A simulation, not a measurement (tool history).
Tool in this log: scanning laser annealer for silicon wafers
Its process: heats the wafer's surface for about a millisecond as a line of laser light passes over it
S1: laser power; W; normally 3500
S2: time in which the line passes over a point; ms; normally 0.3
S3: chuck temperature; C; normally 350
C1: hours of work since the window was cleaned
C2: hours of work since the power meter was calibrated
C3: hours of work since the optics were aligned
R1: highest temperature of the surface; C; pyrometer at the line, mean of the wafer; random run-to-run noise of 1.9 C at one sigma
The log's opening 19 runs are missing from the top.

run,day,S1,S2,S3,C1,C2,C3,R1
20,8.479,3500,0.3,350,443,256,416,1147
21,8.912,3500,0.3,350,451,264,423,1145
22,9.5,3217,0.3,350,461,274,434,1059
23,9.817,3640,0.3,347,467,280,440,1178
24,10.446,3640,0.3,347,478,292,451,1174
25,10.854,3653,0.284,366,486,299,459,1177
26,11.417,3792,0.262,346,496,309,469,1163
27,11.958,3141,0.22,361,506,319,479,959
28,12.35,3531,0.334,351,513,326,486,1185
29,12.933,3531,0.334,351,524,337,496,1184
30,13.283,3135,0.234,312,530,343,503,918
31,13.858,3791,0.281,350,540,353,513,1190
32,14.358,3243,0.244,359,549,363,522,1008
33,15,3243,0.244,359,561,374,534,1001
34,15.542,3500,0.324,365,571,384,544,1171
35,16.058,3431,0.272,350,580,393,553,1076
36,16.458,3056,0.328,350,587,401,560,1031
37,16.988,3088,0.3,322,597,410,570,985

Predict the results of run 38:
38,17.433,3108,0.219,361,605,418,578,?

Run 38 measured R1 941 C.
Had the tool carried no hidden state, the very same run would have given R1 990 C.

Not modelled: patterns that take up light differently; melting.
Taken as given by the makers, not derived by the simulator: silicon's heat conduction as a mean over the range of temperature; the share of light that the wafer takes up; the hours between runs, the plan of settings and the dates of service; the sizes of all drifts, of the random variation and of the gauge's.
